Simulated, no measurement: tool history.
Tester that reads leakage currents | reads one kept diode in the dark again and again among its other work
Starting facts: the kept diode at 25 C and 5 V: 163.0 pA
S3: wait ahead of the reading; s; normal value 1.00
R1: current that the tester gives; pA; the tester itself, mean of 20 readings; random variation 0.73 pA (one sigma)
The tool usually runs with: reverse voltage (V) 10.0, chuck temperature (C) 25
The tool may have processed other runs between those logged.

run 1 day=0.000 | reverse_voltage_(V)=10.0 chuck_temperature_(C)=25 S3=1.00 | R1=284.21
run 2 day=1.171 | reverse_voltage_(V)=10.0 chuck_temperature_(C)=25 S3=1.00 | R1=284.55
run 3 day=1.933 | reverse_voltage_(V)=10.0 chuck_temperature_(C)=25 S3=1.00 | R1=283.23
run 4 day=2.704 | reverse_voltage_(V)=10.0 chuck_temperature_(C)=25 S3=1.00 | R1=285.01
run 5 day=3.442 | reverse_voltage_(V)=10.0 chuck_temperature_(C)=25 S3=1.00 | R1=285.07
run 6 day=5.021 | reverse_voltage_(V)=10.0 chuck_temperature_(C)=25 S3=1.00 | R1=283.71
run 7 day=6.033 | reverse_voltage_(V)=10.0 chuck_temperature_(C)=25 S3=1.00 | R1=285.36
run 8 day=7.262 | reverse_voltage_(V)=5.0 chuck_temperature_(C)=24 S3=1.00 | R1=174.31
run 9 day=8.542 | reverse_voltage_(V)=18.2 chuck_temperature_(C)=45 S3=0.63 | R1=2255.98
run 10 day=9.625 | reverse_voltage_(V)=5.9 chuck_temperature_(C)=37 S3=7.39 | R1=607.81
run 11 day=11.400 | reverse_voltage_(V)=5.9 chuck_temperature_(C)=37 S3=7.39 | R1=608.78
run 12 day=12.854 | reverse_voltage_(V)=5.9 chuck_temperature_(C)=37 S3=7.39 | R1=608.14
run 13 day=14.500 | reverse_voltage_(V)=5.9 chuck_temperature_(C)=37 S3=7.39 | R1=611.31
run 14 day=15.512 | reverse_voltage_(V)=5.9 chuck_temperature_(C)=37 S3=7.39 | R1=610.96

For some of the steps in R1 from one run to the next: how much would appear even if the tool had no hidden state, given the settings, what came in and random variation, and how much remains for the hidden state plus any gauge scatter that the measured result and the result without hidden state don't share?
Hidden state at play: stray current of the dirty probe card, pA a volt; current scale over the true one, %; true chuck temperature over the reading, C; drift of the gauge itself on leakage_pa, %.
Run 8 -> 9: reverse voltage (V) 5.0 -> 18.2, chuck temperature (C) 24 -> 45, S3 1.00 -> 0.63. R1 +2081.67 pA: hidden state +208.22, all else +1873.45.
